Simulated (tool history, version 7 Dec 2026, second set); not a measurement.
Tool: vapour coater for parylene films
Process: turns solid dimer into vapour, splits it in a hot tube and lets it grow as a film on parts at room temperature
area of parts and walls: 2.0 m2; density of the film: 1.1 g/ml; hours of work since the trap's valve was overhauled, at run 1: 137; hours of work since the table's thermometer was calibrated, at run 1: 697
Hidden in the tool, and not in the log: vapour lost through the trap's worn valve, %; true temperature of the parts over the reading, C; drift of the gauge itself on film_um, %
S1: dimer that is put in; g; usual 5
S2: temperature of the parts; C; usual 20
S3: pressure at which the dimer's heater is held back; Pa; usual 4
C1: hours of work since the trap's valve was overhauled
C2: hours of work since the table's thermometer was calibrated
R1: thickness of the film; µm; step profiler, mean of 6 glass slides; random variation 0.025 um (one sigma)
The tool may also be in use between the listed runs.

Run 1, hour 0: usual settings; C1 137; C2 697. Result: R1 1.82 µm.
Run 2, hour 49.8: usual settings; C1 179; C2 739. Result: R1 1.83 µm.
Run 3, hour 92.9: usual settings; C1 215; C2 775. Result: R1 1.79 µm.
Run 4, hour 134.6: usual settings; C1 250; C2 811. Result: R1 1.82 µm.
Run 5, hour 171: usual settings; C1 281; C2 841. Result: R1 1.76 µm.
Run 6, hour 198.9: usual settings but S3 8.79 Pa; C1 305; C2 865. Result: R1 1.45 µm.
Run 7, hour 239.8: usual settings; C1 339; C2 899. Result: R1 1.74 µm.
Run 8, hour 288.4: usual settings; C1 380; C2 940. Result: R1 1.76 µm.
Run 9, hour 345.1: usual settings but S1 3 g; C1 428; C2 988. Result: R1 1.05 µm.
Run 10, hour 378.3: usual settings but S1 3 g; C1 456; C2 1016. Result: R1 0.97 µm.
At hour 392.1: trap's valve overhauled.
Run 11, hour 434.3: usual settings but S1 3 g; C1 36; C2 1060. Result: R1 1.17 µm.
Run 12, hour 489.9: usual settings but S1 3 g; C1 83; C2 1107. Result: R1 1.1 µm.
Run 13, hour 532.9: usual settings but S3 7.18 Pa; C1 119; C2 1143. Result: R1 1.6 µm.
Run 14, hour 556.1: usual settings but S3 7.18 Pa; C1 138; C2 1163. Result: R1 1.57 µm.
Run 15, hour 603.4: usual settings but S3 4.72 Pa; C1 178; C2 1203. Result: R1 1.74 µm.
At hour 614: table's thermometer calibrated.
Run 16, hour 641.6: usual settings; C1 210; C2 23. Result: R1 1.77 µm.
Run 17, hour 676.1: usual settings; C1 239; C2 52. Result: R1 1.76 µm.
Run 18, hour 711.5: usual settings; C1 269; C2 82. Result: R1 1.74 µm.
Run 19, hour 755.6: usual settings; C1 306; C2 120. Result: R1 1.73 µm.
Run 20, hour 809.8: usual settings; C1 352; C2 165. Result: R1 1.71 µm.
Run 21, hour 833.4: usual settings but S1 9 g; C1 372; C2 185. Result: R1 2.98 µm.
Run 22, hour 883.3: usual settings but S2 22 C; C1 414; C2 227. Result: R1 1.6 µm.
Run 23, hour 919.8: usual settings but S2 22 C; C1 444; C2 258. Result: R1 1.57 µm.
At hour 949.6: trap's valve overhauled.
Run 24, hour 979.2: usual settings but S2 32 C, S3 5.95 Pa; C1 25; C2 305. Result: R1 1.31 µm.
Run 25, hour 1004.8: usual settings but S2 18 C; C1 47; C2 326. Result: R1 1.97 µm.
Run 26, hour 1037.2: usual settings but S1 3 g, S2 21 C; C1 74; C2 354. Result: R1 1.08 µm.
Run 27, hour 1087.7: usual settings but S1 3 g, S2 17 C, S3 5.21 Pa; C1 117; C2 396. Result: R1 1.1 µm.
Run 28, hour 1118: usual settings but S1 3 g, S2 25 C, S3 5.21 Pa; C1 142; C2 422. Result: R1 0.91 µm.
Run 29, hour 1141.5: usual settings but S1 4 g, S3 9.42 Pa; C1 162; C2 442. Result: R1 1.22 µm.
Run 30, hour 1193.9: usual settings but S1 4 g, S2 30 C, S3 3.17 Pa; C1 206; C2 486. Result: R1 1.21 µm.
Run 31, hour 1232.1: usual settings but S1 4 g, S2 30 C, S3 3.17 Pa; C1 238; C2 518. Result: R1 1.21 µm.
Run 32, hour 1278: usual settings but S1 3 g, S2 15 C, S3 3.17 Pa; C1 277; C2 557. Result: R1 1.16 µm.
Run 33, hour 1309.9: usual settings but S1 8 g, S2 15 C; C1 304; C2 584. Result: R1 3.14 µm.
Run 34, hour 1358: usual settings but S1 8 g; C1 345; C2 624. Result: R1 2.76 µm.
Run 35, hour 1405.2: usual settings but S3 2.08 Pa; C1 384; C2 664. Result: R1 2.02 µm.
Run 36, hour 1459.5: usual settings but S2 17 C, S3 3.56 Pa; C1 430; C2 710. Result: R1 1.87 µm.
At hour 1505.2: trap's valve overhauled.
Run 37, hour 1520.5: usual settings but S1 3 g, S2 18 C, S3 3.56 Pa; C1 13; C2 758. Result: R1 1.22 µm.
Run 38, hour 1566.6: usual settings but S1 3 g, S2 18 C, S3 5.34 Pa; C1 52; C2 797. Result: R1 1.09 µm.
Run 39, hour 1605.5: usual settings but S1 3 g, S2 18 C, S3 5.34 Pa; C1 85; C2 830. Result: R1 1.1 µm.
Run 40, hour 1650.2: usual settings but S1 3 g, S2 27 C, S3 9.73 Pa; C1 122; C2 868. Result: R1 0.78 µm.
Run 41, hour 1675.3: usual settings but S3 2.55 Pa; C1 144; C2 889. Result: R1 2.01 µm.
Run 42, hour 1729.9: usual settings but S2 13 C; C1 190; C2 935. Result: R1 2.1 µm.
Run 43, hour 1761.4: usual settings but S2 13 C; C1 216; C2 961. Result: R1 2.1 µm.
Run 44, hour 1812.8: usual settings but S1 9 g, S2 32 C, S3 4.69 Pa; C1 260; C2 1005. Result: R1 2.33 µm.
Run 45, hour 1846.1: usual settings but S1 9 g, S2 32 C, S3 4.69 Pa; C1 288; C2 1033. Result: R1 2.37 µm.
Run 46, hour 1880.8: usual settings but S1 9 g, S2 28 C, S3 5.46 Pa; C1 317; C2 1062. Result: R1 2.44 µm.

Forecast each of these 3 alternatives for the next run:
Run A, hour 1913: usual settings but S1 7 g, S2 28 C, S3 5.46 Pa; C1 344; C2 1089. Result: R1 ?.
Run B, hour 1913: usual settings but S1 9 g, S2 30 C, S3 5.46 Pa; C1 344; C2 1089. Result: R1 ?.
Run C, hour 1913: usual settings but S2 15 C, S3 2.01 Pa; C1 344; C2 1089. Result: R1 ?.

run    R1
  A  1.91
  B  2.33
  C  2.02
Without the tool's hidden state the same runs would have given:
run    R1
  A  2.06
  B  2.52
  C  2.23

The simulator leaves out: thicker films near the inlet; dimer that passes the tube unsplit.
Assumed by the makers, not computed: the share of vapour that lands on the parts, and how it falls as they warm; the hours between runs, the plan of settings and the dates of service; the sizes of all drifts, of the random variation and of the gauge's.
